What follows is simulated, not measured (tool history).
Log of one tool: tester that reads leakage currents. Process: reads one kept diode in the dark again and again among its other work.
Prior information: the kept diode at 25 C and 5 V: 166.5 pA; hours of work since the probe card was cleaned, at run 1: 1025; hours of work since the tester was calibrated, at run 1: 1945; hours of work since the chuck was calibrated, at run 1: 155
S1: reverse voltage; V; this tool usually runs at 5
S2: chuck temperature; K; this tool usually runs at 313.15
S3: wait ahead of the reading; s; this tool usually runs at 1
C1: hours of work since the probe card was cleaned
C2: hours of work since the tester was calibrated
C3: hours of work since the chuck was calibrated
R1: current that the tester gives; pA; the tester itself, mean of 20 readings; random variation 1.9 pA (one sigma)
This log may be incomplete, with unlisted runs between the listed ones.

run,day,S1,S2,S3,C1,C2,C3,R1
1,0,5,313.15,1,1025,1945,155,605.27
2,3.196,1.28,313.15,1,1082,2002,212,299.28
3,10.375,5,309.15,1,1211,2131,341,426.22
4,17.871,1.57,313.15,1,1345,2266,475,325.26
5,23.838,1.57,313.15,1,1452,2373,582,324.89
6,31.162,1.57,313.15,1,1583,2504,713,320.79
# day 33.071: chuck's temperature calibrated
7,37.175,1.57,313.15,1,1690,2610,74,333.64
8,41.433,1.57,313.15,1,1766,2687,150,333.42
9,45.221,5,313.15,1,1834,2754,218,600.36
10,49.679,5,313.15,1,1914,2834,298,600.32
11,54.108,5,313.15,1,1993,2914,377,597
# day 54.725: tester calibrated
12,59.367,5,313.15,0.76,2086,83,470,586.24
13,64.633,5,313.15,0.76,2181,178,564,585.09
14,69.525,5,313.15,9,2268,265,652,578.54
# day 74.725: chuck's temperature calibrated
15,75.238,5,313.15,0.4,2369,366,9,612.56
16,78.475,5,313.15,0.4,2427,424,67,611.72
# day 80.021: tester calibrated, once more
17,85.212,5,313.15,0.66,2547,93,187,618.93
# day 90.554: probe card cleaned and baked
18,91.088,5,313.15,1,10,196,290,608.24
19,96.721,5,316.15,1,111,297,391,775.35
20,101.367,5,316.15,1,194,381,474,766.27
21,106.15,5,293.15,1.27,280,466,560,101.42
22,111.642,8.89,296.15,0.3,378,565,658,184.69
# day 116.708: chuck's temperature calibrated
23,118.517,1.01,312.15,1.12,500,687,32,252.23
24,126.292,8.33,332.15,1,639,826,172,3561.16
25,132.467,2.99,295.15,1,750,937,283,96.61
26,135.825,2.99,295.15,1,810,997,343,96.37
27,143.425,2.99,321.15,1,947,1133,479,885.66
28,151.162,3.21,300.15,0.56,1085,1272,618,155.1
29,154.588,3.21,300.15,0.56,1147,1333,679,154.05
# day 158.254: chuck's temperature calibrated
30,161.675,3.21,300.15,0.56,1272,1459,61,161.31
31,168.075,3.21,300.15,0.56,1387,1574,176,158.96
32,174.754,2.02,304.15,0.56,1507,1693,296,176.33
33,180.954,2.02,304.15,0.56,1618,1805,407,174.72
34,187.229,2.02,304.15,0.56,1730,1917,520,172.82
35,190.45,2.02,304.15,0.56,1788,1975,577,173.07
36,195.842,5,313.15,3.18,1885,2072,674,590.45
# day 200.154: chuck's temperature calibrated
37,201.217,3.53,293.15,0.93,1980,2166,19,89.47
38,209.096,4.35,299.15,1.53,2121,2308,160,169.62

Each run again, without the hidden state but with its own random variation kept:
Hidden state at play: stray current of the dirty probe card, pA a volt; current scale over the true one, %; true chuck temperature over the reading, C; drift of the gauge itself on leakage_pa, %.
run,R1
1,620.16
2,308.45
3,442.05
4,341.46
5,343.69
6,342.44
7,342.06
8,343.62
9,620.09
10,623.09
11,623
12,619.82
13,622.54
14,619.63
15,623.36
16,625
17,621.82
18,620.68
19,796.68
20,792.21
21,105.52
22,192.93
23,251.68
24,3588.74
25,97.52
26,97.71
27,911.91
28,160.93
29,160.59
30,161.66
31,160.57
32,180.54
33,180.27
34,179.76
35,180.82
36,620.98
37,88.25
38,170.77
